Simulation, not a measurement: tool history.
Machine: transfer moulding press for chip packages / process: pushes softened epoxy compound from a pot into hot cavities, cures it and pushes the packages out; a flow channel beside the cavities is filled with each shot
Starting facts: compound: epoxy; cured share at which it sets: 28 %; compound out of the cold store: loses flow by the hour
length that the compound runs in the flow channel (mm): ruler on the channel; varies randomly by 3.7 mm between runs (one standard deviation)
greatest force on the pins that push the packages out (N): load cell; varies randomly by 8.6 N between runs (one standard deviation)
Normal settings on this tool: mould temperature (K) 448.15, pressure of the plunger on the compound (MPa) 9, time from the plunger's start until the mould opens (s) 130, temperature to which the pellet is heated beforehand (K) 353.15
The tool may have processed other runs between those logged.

| run | hour | mould temperature (K) | pressure of the plunger on the compound (MPa) | time from the plunger's start until the mould opens (s) | temperature to which the pellet is heated beforehand (K) | incoming compound's hours out of the cold store | length that the compound runs in the flow channel (mm) | greatest force on the pins that push the packages out (N) |
|---|---|---|---|---|---|---|---|---|
| 1 | 0 | 448.15 | 9 | 130 | 353.15 | 39.9 | 554 | 533 |
|  | 38.8 | cavities cleaned with cleaning compound and waxed |
| 2 | 61.4 | 448.15 | 9 | 130 | 353.15 | 22 | 610 | 473 |
|  | 121 | cavities cleaned with cleaning compound and waxed |
| 3 | 122.5 | 448.15 | 9 | 130 | 353.15 | 45.9 | 520 | 383 |
| 4 | 149.2 | 448.15 | 9 | 130 | 353.15 | 30.6 | 577 | 498 |
| 5 | 182.1 | 448.15 | 9 | 130 | 353.15 | 19.6 | 608 | 600 |
|  | 204.5 | mould's thermocouples calibrated |
|  | 206 | cavities cleaned with cleaning compound and waxed |
| 6 | 221.4 | 448.15 | 9 | 130 | 353.15 | 40.8 | 535 | 464 |
| 7 | 280.8 | 448.15 | 9 | 130 | 353.15 | 43.9 | 517 | 588 |
|  | 286 | cavities cleaned with cleaning compound and waxed |
| 8 | 309 | 448.15 | 9 | 130 | 353.15 | 18.7 | 609 | 477 |
|  | 369.5 | cavities cleaned with cleaning compound and waxed |
| 9 | 369.5 | 448.15 | 9 | 130 | 344.15 | 14.7 | 621 | 424 |
| 10 | 421.5 | 448.15 | 9 | 130 | 353.15 | 37.8 | 533 | 560 |
|  | 437.8 | plunger's sealing rings changed |
|  | 454.7 | cavities cleaned with cleaning compound and waxed |
| 11 | 464.2 | 449.15 | 9 | 130 | 347.15 | 25.5 | 628 | 415 |
| 12 | 497.3 | 449.15 | 7.39 | 125 | 346.15 | 42.4 | 502 | 546 |
|  | 536.5 | cavities cleaned with cleaning compound and waxed |
| 13 | 547.8 | 446.15 | 9 | 130 | 351.15 | 33.3 | 599 | 471 |
| 14 | 574.9 | 446.15 | 9.37 | 130 | 351.15 | 31.8 | 609 | 543 |
| 15 | 605 | 448.15 | 8.61 | 130 | 363.15 | 22.9 | 610 | 592 |
|  | 619.8 | cavities cleaned with cleaning compound and waxed |
| 16 | 653.6 | 448.15 | 8.61 | 130 | 363.15 | 14.2 | 648 | 512 |
| 17 | 693.7 | 448.15 | 8.61 | 130 | 363.15 | 25 | 597 | 582 |
|  | 702.6 | cavities cleaned with cleaning compound and waxed |
| 18 | 751.3 | 448.15 | 8.61 | 130 | 363.15 | 35 | 555 | 532 |
|  | 784.4 | cavities cleaned with cleaning compound and waxed |
| 19 | 803.3 | 448.15 | 8.61 | 130 | 363.15 | 39.4 | 533 | 462 |
| 20 | 854.5 | 443.15 | 9 | 130 | 353.15 | 42.5 | 539 | 688 |

Consider 4 possible next runs. They are alternatives, not a sequence: every one starts from the tool as it was left by run 20. What does each give?
|  | 866.7 | cavities cleaned with cleaning compound and waxed |
| A | 885.9 | 442.15 | 9 | 156 | 353.15 | 15.6 | ? | ? |
|  | 866.7 | cavities cleaned with cleaning compound and waxed |
| B | 885.9 | 444.15 | 9.96 | 138 | 353.15 | 46.7 | ? | ? |
|  | 866.7 | cavities cleaned with cleaning compound and waxed |
| C | 885.9 | 443.15 | 9 | 124 | 346.15 | 41 | ? | ? |
|  | 866.7 | cavities cleaned with cleaning compound and waxed |
| D | 885.9 | 443.15 | 8.69 | 116 | 358.15 | 43.3 | ? | ? |

| run | length that the compound runs in the flow channel (mm) | greatest force on the pins that push the packages out (N) |
|---|---|---|
| A | 642 | 496 |
| B | 559 | 474 |
| C | 548 | 554 |
| D | 533 | 591 |
With the hidden condition removed and each run's random variation left untouched, the same runs would have given:
| run | length that the compound runs in the flow channel (mm) | greatest force on the pins that push the packages out (N) |
|---|---|---|
| A | 683 | 416 |
| B | 593 | 396 |
| C | 582 | 471 |
| D | 566 | 504 |
